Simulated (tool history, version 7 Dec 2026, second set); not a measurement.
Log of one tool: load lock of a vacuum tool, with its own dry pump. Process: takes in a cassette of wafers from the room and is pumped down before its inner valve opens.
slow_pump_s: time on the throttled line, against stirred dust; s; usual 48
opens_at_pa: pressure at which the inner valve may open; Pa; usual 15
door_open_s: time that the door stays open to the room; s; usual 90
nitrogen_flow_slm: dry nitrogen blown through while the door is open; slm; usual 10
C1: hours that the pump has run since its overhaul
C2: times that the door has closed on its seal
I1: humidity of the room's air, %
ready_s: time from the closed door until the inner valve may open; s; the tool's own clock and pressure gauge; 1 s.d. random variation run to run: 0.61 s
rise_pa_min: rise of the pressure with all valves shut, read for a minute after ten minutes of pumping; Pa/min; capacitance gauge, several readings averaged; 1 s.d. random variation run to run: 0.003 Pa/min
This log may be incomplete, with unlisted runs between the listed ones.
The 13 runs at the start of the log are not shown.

Run 14, hour 4013.5: usual settings but door_open_s 51 s; C1 13239; C2 24133; I1 45.7. Result: ready_s 96.7 s, rise_pa_min 0.101 Pa/min.
Run 15, hour 4375.2: usual settings but door_open_s 51 s; C1 13600; C2 25707; I1 46. Result: ready_s 96.6 s, rise_pa_min 0.104 Pa/min.
Run 16, hour 4706.3: usual settings but door_open_s 45 s; C1 13931; C2 27148; I1 44.6. Result: ready_s 96.4 s, rise_pa_min 0.108 Pa/min.
Run 17, hour 5117.7: usual settings but door_open_s 45 s; C1 14343; C2 28938; I1 46.1. Result: ready_s 97.7 s, rise_pa_min 0.117 Pa/min.
Run 18, hour 5303.3: usual settings but door_open_s 45 s; C1 14528; C2 29746; I1 42.5. Result: ready_s 97.4 s, rise_pa_min 0.12 Pa/min.
Run 19, hour 5538.5: usual settings but door_open_s 45 s; C1 14764; C2 30769; I1 45.2. Result: ready_s 97.7 s, rise_pa_min 0.129 Pa/min.
Run 20, hour 5973.9: usual settings but opens_at_pa 13 Pa, door_open_s 116 s; C1 15199; C2 32664; I1 45.1. Result: ready_s 100.7 s, rise_pa_min 0.142 Pa/min.
Run 21, hour 6264.9: usual settings but opens_at_pa 13 Pa, door_open_s 116 s; C1 15490; C2 33930; I1 43.6. Result: ready_s 99.2 s, rise_pa_min 0.144 Pa/min.
Run 22, hour 6699.5: usual settings but opens_at_pa 20 Pa, nitrogen_flow_slm 9 slm; C1 15925; C2 35821; I1 43.5. Result: ready_s 96.3 s, rise_pa_min 0.159 Pa/min.
Run 23, hour 6915.5: usual settings but opens_at_pa 18 Pa, nitrogen_flow_slm 23 slm; C1 16141; C2 36761; I1 43. Result: ready_s 97.8 s, rise_pa_min 0.147 Pa/min.
Run 24, hour 7100.3: usual settings but slow_pump_s 86 s, opens_at_pa 26 Pa, door_open_s 185 s, nitrogen_flow_slm 19 slm; C1 16325; C2 37565; I1 45.2. Result: ready_s 124.8 s, rise_pa_min 0.163 Pa/min.
Run 25, hour 7281.8: usual settings but slow_pump_s 86 s, opens_at_pa 26 Pa, door_open_s 185 s, nitrogen_flow_slm 19 slm; C1 16507; C2 38355; I1 48.4. Result: ready_s 125.3 s, rise_pa_min 0.159 Pa/min.
Run 26, hour 7696.7: usual settings but slow_pump_s 86 s, opens_at_pa 26 Pa, door_open_s 185 s, nitrogen_flow_slm 19 slm; C1 16922; C2 40160; I1 41.3. Result: ready_s 124 s, rise_pa_min 0.179 Pa/min.
Run 27, hour 7998.1: usual settings but slow_pump_s 86 s, opens_at_pa 26 Pa, door_open_s 185 s, nitrogen_flow_slm 19 slm; C1 17223; C2 41472; I1 44.6. Result: ready_s 123.8 s, rise_pa_min 0.185 Pa/min.
Run 28, hour 8184.7: usual settings but slow_pump_s 86 s, nitrogen_flow_slm 11 slm; C1 17410; C2 42284; I1 42.8. Result: ready_s 128.4 s, rise_pa_min 0.186 Pa/min.

Run 29 is up next; what results do you expect?
Run 29, hour 8606: usual settings but slow_pump_s 86 s, nitrogen_flow_slm 11 slm; C1 17831; C2 44117; I1 47.3. Result: ready_s ?, rise_pa_min ?.

ready_s: 129 s
rise_pa_min: 0.207 Pa/min
Were there no unlogged condition in the tool, this run, its random variation unchanged, would have produced ready_s 119.4 s, rise_pa_min 0.038 Pa/min.

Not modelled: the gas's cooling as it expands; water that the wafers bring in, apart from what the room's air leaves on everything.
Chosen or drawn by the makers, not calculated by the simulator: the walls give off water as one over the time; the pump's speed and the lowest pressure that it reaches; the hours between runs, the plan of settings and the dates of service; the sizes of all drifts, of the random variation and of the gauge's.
